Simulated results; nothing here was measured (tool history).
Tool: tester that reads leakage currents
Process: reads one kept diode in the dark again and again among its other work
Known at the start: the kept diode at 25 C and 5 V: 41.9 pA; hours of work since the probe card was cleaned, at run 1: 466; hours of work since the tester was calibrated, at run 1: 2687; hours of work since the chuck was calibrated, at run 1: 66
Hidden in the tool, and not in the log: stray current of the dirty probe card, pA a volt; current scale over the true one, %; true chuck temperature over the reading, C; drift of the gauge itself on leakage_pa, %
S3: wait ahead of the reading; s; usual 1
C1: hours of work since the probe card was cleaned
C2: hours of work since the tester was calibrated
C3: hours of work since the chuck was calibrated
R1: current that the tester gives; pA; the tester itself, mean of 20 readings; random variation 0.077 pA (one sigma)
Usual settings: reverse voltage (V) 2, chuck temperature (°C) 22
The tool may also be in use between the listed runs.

run 1 day=0 | reverse_voltage_(V)=2 chuck_temperature_(°C)=22 S3=1 | C1=466 C2=2687 C3=66 | R1=19.72
run 2 day=4.708 | reverse_voltage_(V)=2 chuck_temperature_(°C)=22 S3=1 | C1=532 C2=2753 C3=132 | R1=19.75
run 3 day=10.325 | reverse_voltage_(V)=2 chuck_temperature_(°C)=22 S3=1 | C1=610 C2=2832 C3=210 | R1=19.85
run 4 day=14.592 | reverse_voltage_(V)=2 chuck_temperature_(°C)=32 S3=1 | C1=670 C2=2892 C3=270 | R1=50.48
run 5 day=18.062 | reverse_voltage_(V)=2 chuck_temperature_(°C)=32 S3=1 | C1=719 C2=2940 C3=319 | R1=50.63
run 6 day=21.95 | reverse_voltage_(V)=2 chuck_temperature_(°C)=32 S3=1 | C1=773 C2=2995 C3=373 | R1=50.53
run 7 day=27.608 | reverse_voltage_(V)=2 chuck_temperature_(°C)=32 S3=1 | C1=852 C2=3074 C3=452 | R1=50.24
run 8 day=30.579 | reverse_voltage_(V)=2 chuck_temperature_(°C)=32 S3=1 | C1=894 C2=3116 C3=494 | R1=50.68
run 9 day=35.771 | reverse_voltage_(V)=2 chuck_temperature_(°C)=22 S3=5.67 | C1=966 C2=3188 C3=567 | R1=19.41
run 10 day=39.358 | reverse_voltage_(V)=2 chuck_temperature_(°C)=22 S3=1 | C1=1017 C2=3239 C3=617 | R1=19.65
run 11 day=42.9 | reverse_voltage_(V)=2 chuck_temperature_(°C)=22 S3=1 | C1=1066 C2=3288 C3=667 | R1=19.65
run 12 day=47.25 | reverse_voltage_(V)=2 chuck_temperature_(°C)=22 S3=0.8 | C1=1127 C2=3349 C3=728 | R1=20.01
run 13 day=53.929 | reverse_voltage_(V)=2 chuck_temperature_(°C)=22 S3=0.8 | C1=1221 C2=3443 C3=821 | R1=19.91
-- day=57.167 probe card cleaned and baked
run 14 day=58.854 | reverse_voltage_(V)=14.92 chuck_temperature_(°C)=22 S3=1 | C1=24 C2=3510 C3=888 | R1=58.49
run 15 day=62.517 | reverse_voltage_(V)=14.92 chuck_temperature_(°C)=22 S3=1 | C1=75 C2=3561 C3=940 | R1=58.41
run 16 day=66.879 | reverse_voltage_(V)=2 chuck_temperature_(°C)=22 S3=1 | C1=136 C2=3622 C3=1001 | R1=19.85
run 17 day=71.188 | reverse_voltage_(V)=2 chuck_temperature_(°C)=22 S3=1 | C1=196 C2=3683 C3=1061 | R1=19.76
run 18 day=75.062 | reverse_voltage_(V)=5.36 chuck_temperature_(°C)=22 S3=1 | C1=251 C2=3737 C3=1115 | R1=33.47
run 19 day=81.958 | reverse_voltage_(V)=5.36 chuck_temperature_(°C)=22 S3=1 | C1=347 C2=3833 C3=1212 | R1=33.72
run 20 day=88.758 | reverse_voltage_(V)=5.36 chuck_temperature_(°C)=22 S3=1 | C1=442 C2=3929 C3=1307 | R1=33.63
run 21 day=95.162 | reverse_voltage_(V)=8.44 chuck_temperature_(°C)=47 S3=0.36 | C1=532 C2=4018 C3=1397 | R1=403.86
run 22 day=99.904 | reverse_voltage_(V)=8.44 chuck_temperature_(°C)=49 S3=1.76 | C1=599 C2=4085 C3=1463 | R1=471.93
run 23 day=103.508 | reverse_voltage_(V)=19.81 chuck_temperature_(°C)=57 S3=6.62 | C1=649 C2=4135 C3=1514 | R1=1397.95
run 24 day=109.504 | reverse_voltage_(V)=1.13 chuck_temperature_(°C)=44 S3=0.8 | C1=733 C2=4219 C3=1598 | R1=108.4
-- day=113.488 tester calibrated
run 25 day=113.571 | reverse_voltage_(V)=2 chuck_temperature_(°C)=22 S3=5.11 | C1=789 C2=1 C3=1653 | R1=19.38
run 26 day=117.421 | reverse_voltage_(V)=2 chuck_temperature_(°C)=22 S3=5.11 | C1=843 C2=55 C3=1707 | R1=19.38
run 27 day=123.242 | reverse_voltage_(V)=12.61 chuck_temperature_(°C)=22 S3=2.42 | C1=924 C2=137 C3=1789 | R1=52.36
run 28 day=128.8 | reverse_voltage_(V)=12.61 chuck_temperature_(°C)=22 S3=2.42 | C1=1002 C2=214 C3=1867 | R1=52
run 29 day=133.242 | reverse_voltage_(V)=12.61 chuck_temperature_(°C)=22 S3=2.42 | C1=1064 C2=277 C3=1929 | R1=52.11
run 30 day=137.112 | reverse_voltage_(V)=12.61 chuck_temperature_(°C)=22 S3=2.42 | C1=1118 C2=331 C3=1983 | R1=52.13
run 31 day=142.733 | reverse_voltage_(V)=2.19 chuck_temperature_(°C)=22 S3=2.95 | C1=1197 C2=410 C3=2062 | R1=20.48
run 32 day=146.417 | reverse_voltage_(V)=3.26 chuck_temperature_(°C)=23 S3=0.97 | C1=1249 C2=461 C3=2113 | R1=28.22
-- day=147.533 probe card cleaned and baked
run 33 day=151.129 | reverse_voltage_(V)=3.01 chuck_temperature_(°C)=27 S3=1 | C1=50 C2=525 C3=2178 | R1=39.88
-- day=152.8 chuck's temperature calibrated
run 34 day=155.567 | reverse_voltage_(V)=1.05 chuck_temperature_(°C)=39 S3=8.29 | C1=111 C2=586 C3=39 | R1=67.13
run 35 day=158.742 | reverse_voltage_(V)=1.05 chuck_temperature_(°C)=39 S3=8.29 | C1=156 C2=631 C3=83 | R1=67.09
run 36 day=163.888 | reverse_voltage_(V)=2 chuck_temperature_(°C)=26 S3=0.55 | C1=228 C2=703 C3=155 | R1=29.23
run 37 day=170.792 | reverse_voltage_(V)=2 chuck_temperature_(°C)=26 S3=0.55 | C1=325 C2=800 C3=252 | R1=29.07
run 38 day=175.333 | reverse_voltage_(V)=9.95 chuck_temperature_(°C)=35 S3=0.55 | C1=388 C2=863 C3=316 | R1=156.81
run 39 day=181.988 | reverse_voltage_(V)=9.95 chuck_temperature_(°C)=20 S3=6.34 | C1=481 C2=956 C3=409 | R1=37.19

Forecast each of these 4 alternatives for the next run:
run A day=185.008 | reverse_voltage_(V)=4.61 chuck_temperature_(°C)=22 S3=1 | C1=524 C2=999 C3=451 | R1=?
run B day=185.008 | reverse_voltage_(V)=5.07 chuck_temperature_(°C)=54 S3=0.3 | C1=524 C2=999 C3=451 | R1=?
run C day=185.008 | reverse_voltage_(V)=1.32 chuck_temperature_(°C)=22 S3=1.07 | C1=524 C2=999 C3=451 | R1=?
run D day=185.008 | reverse_voltage_(V)=17.05 chuck_temperature_(°C)=22 S3=1 | C1=524 C2=999 C3=451 | R1=?

run=A R1=30.91
run=B R1=541.49
run=C R1=15.79
run=D R1=63.35
Without the tool's hidden state the same runs would have given:
run=A R1=30.89
run=B R1=541.45
run=C R1=15.79
run=D R1=63.28

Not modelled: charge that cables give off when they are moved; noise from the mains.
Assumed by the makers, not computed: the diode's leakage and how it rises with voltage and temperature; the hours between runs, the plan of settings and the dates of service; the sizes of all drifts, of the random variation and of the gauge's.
